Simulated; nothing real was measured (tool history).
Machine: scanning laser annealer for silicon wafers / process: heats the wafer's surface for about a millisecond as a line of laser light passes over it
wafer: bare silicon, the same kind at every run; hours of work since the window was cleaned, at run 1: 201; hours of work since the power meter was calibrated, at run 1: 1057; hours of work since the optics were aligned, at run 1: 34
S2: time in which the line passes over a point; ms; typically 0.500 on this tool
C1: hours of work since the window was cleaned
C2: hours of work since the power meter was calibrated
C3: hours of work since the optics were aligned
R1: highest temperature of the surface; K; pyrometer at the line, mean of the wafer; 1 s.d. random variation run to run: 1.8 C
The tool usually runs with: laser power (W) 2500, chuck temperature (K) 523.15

Run 1, day 0.000: usual settings; C1 201; C2 1057; C3 34. Result: R1 1350.15 K.
Run 2, day 2.071: usual settings; C1 229; C2 1086; C3 62. Result: R1 1351.15 K.
Run 3, day 3.688: usual settings; C1 251; C2 1108; C3 84. Result: R1 1346.15 K.
Run 4, day 5.271: usual settings; C1 273; C2 1130; C3 106. Result: R1 1345.15 K.
Run 5, day 7.988: usual settings; C1 310; C2 1167; C3 144. Result: R1 1343.15 K.
Run 6, day 10.858: usual settings; C1 350; C2 1207; C3 183. Result: R1 1339.15 K.
Run 7, day 12.462: usual settings but S2 0.431 ms; C1 372; C2 1229; C3 205. Result: R1 1274.15 K.
Run 8, day 13.692: usual settings; C1 389; C2 1246; C3 222. Result: R1 1338.15 K.
Run 9, day 15.583: usual settings; C1 415; C2 1272; C3 248. Result: R1 1337.15 K.
Run 10, day 17.446: usual settings; C1 441; C2 1297; C3 274. Result: R1 1335.15 K.
Run 11, day 19.275: usual settings; C1 466; C2 1323; C3 299. Result: R1 1334.15 K.
Run 12, day 20.900: usual settings; C1 488; C2 1345; C3 321. Result: R1 1330.15 K.
Run 13, day 23.071: usual settings; C1 518; C2 1375; C3 351. Result: R1 1334.15 K.
Run 14, day 24.404: usual settings but laser power (W) 2440, S2 0.617 ms; C1 536; C2 1393; C3 370. Result: R1 1404.15 K.
Run 15, day 26.562: usual settings but laser power (W) 2629, chuck temperature (K) 494.15; C1 566; C2 1423; C3 399. Result: R1 1346.15 K.
Run 16, day 27.904: usual settings but laser power (W) 2226, S2 0.526 ms, chuck temperature (K) 540.15; C1 585; C2 1441; C3 418. Result: R1 1259.15 K.

Expected results for the next run?
Run 17, day 30.179: usual settings but S2 0.412 ms, chuck temperature (K) 552.15; C1 616; C2 1473; C3 449. Result: R1 ?.

{"run 17": {"R1": 1272.15}}
Had the tool carried no hidden state, the very same run would have given R1 1301.15 K.

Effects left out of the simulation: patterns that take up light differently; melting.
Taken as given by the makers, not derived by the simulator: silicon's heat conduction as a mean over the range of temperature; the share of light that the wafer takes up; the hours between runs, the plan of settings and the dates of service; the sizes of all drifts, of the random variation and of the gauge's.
